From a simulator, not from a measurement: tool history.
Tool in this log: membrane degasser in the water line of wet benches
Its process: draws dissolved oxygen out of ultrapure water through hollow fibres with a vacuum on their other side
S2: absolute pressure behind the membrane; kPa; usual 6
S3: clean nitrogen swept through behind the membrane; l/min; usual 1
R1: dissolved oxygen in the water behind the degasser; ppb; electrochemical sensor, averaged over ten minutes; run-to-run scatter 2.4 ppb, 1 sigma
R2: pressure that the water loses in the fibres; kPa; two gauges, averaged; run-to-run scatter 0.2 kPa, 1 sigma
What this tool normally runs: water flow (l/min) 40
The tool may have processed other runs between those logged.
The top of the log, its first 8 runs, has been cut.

Run 9, hour 786: usual settings. Result: R1 242.4 ppb, R2 47.31 kPa.
Run 10, hour 933: usual settings. Result: R1 247.5 ppb, R2 47.35 kPa.
Run 11, hour 1041.8: usual settings. Result: R1 241.3 ppb, R2 47.2 kPa.
Run 12, hour 1105.9: usual settings. Result: R1 244.7 ppb, R2 46.82 kPa.
Run 13, hour 1187.9: usual settings. Result: R1 243.4 ppb, R2 47.26 kPa.
Run 14, hour 1247.4: usual settings. Result: R1 248.4 ppb, R2 47.29 kPa.
Run 15, hour 1308.1: usual settings. Result: R1 248.8 ppb, R2 47.18 kPa.
Run 16, hour 1450.4: usual settings. Result: R1 248 ppb, R2 47.38 kPa.
Run 17, hour 1548.9: usual settings. Result: R1 244.8 ppb, R2 47.51 kPa.
Run 18, hour 1624.8: usual settings but water flow (l/min) 35, S2 7.67 kPa, S3 0.99 l/min. Result: R1 330.2 ppb, R2 41.9 kPa.
Run 19, hour 1731.5: usual settings but water flow (l/min) 49. Result: R1 314.8 ppb, R2 57.75 kPa.
Run 20, hour 1791: usual settings but water flow (l/min) 27, S2 13.33 kPa, S3 1.92 l/min. Result: R1 323.9 ppb, R2 31.68 kPa.
Run 21, hour 1912.1: usual settings but water flow (l/min) 31, S2 6.03 kPa, S3 1.79 l/min. Result: R1 121.2 ppb, R2 36.84 kPa.
Run 22, hour 2035.5: usual settings but water flow (l/min) 26, S2 9.97 kPa, S3 0.78 l/min. Result: R1 469.5 ppb, R2 30.91 kPa.
Run 23, hour 2146.7: usual settings but water flow (l/min) 48, S2 10.76 kPa. Result: R1 720.2 ppb, R2 57.17 kPa.
Run 24, hour 2239: usual settings but water flow (l/min) 48, S2 10.76 kPa. Result: R1 698.4 ppb, R2 57.15 kPa.
Run 25, hour 2357.8: usual settings but water flow (l/min) 47, S3 0.61 l/min. Result: R1 430.3 ppb, R2 56.55 kPa.
Run 26, hour 2420.4: usual settings but water flow (l/min) 63, S2 7.27 kPa, S3 0.54 l/min. Result: R1 786.8 ppb, R2 75.22 kPa.
Run 27, hour 2486.1: usual settings but S2 8.17 kPa. Result: R1 420.9 ppb, R2 47.74 kPa.
Run 28, hour 2557.1: usual settings but water flow (l/min) 44, S2 8.05 kPa. Result: R1 446.1 ppb, R2 52.48 kPa.
Run 29, hour 2653.5: usual settings but water flow (l/min) 44, S2 8.05 kPa. Result: R1 453.7 ppb, R2 52.86 kPa.
Run 30, hour 2729.5: usual settings but water flow (l/min) 34, S2 12.03 kPa, S3 1.27 l/min. Result: R1 506.4 ppb, R2 40.53 kPa.
Run 31, hour 2792.8: usual settings but water flow (l/min) 34, S2 12.03 kPa, S3 1.27 l/min. Result: R1 502.6 ppb, R2 40.78 kPa.
Run 32, hour 2872.3: usual settings but water flow (l/min) 32, S2 6.48 kPa, S3 2.12 l/min. Result: R1 127.3 ppb, R2 38.48 kPa.
Run 33, hour 2958.6: usual settings but water flow (l/min) 32, S2 6.48 kPa, S3 2.12 l/min. Result: R1 128.1 ppb, R2 38.19 kPa.

Below are 3 alternative next runs, each starting from the tool's condition after run 33. Predict each:
Run A, hour 3063.8: usual settings but water flow (l/min) 39. Result: R1 ?, R2 ?.
Run B, hour 3063.8: usual settings but water flow (l/min) 29. Result: R1 ?, R2 ?.
Run C, hour 3063.8: usual settings but water flow (l/min) 58. Result: R1 ?, R2 ?.

run     R1     R2
  A  257.6  46.92
  B  190.6  34.49
  C  402.1  69.92
Without the tool's unlogged condition, the same runs would have read:
run     R1     R2
  A  233.4  45.33
  B    173  33.32
  C  363.2  67.57

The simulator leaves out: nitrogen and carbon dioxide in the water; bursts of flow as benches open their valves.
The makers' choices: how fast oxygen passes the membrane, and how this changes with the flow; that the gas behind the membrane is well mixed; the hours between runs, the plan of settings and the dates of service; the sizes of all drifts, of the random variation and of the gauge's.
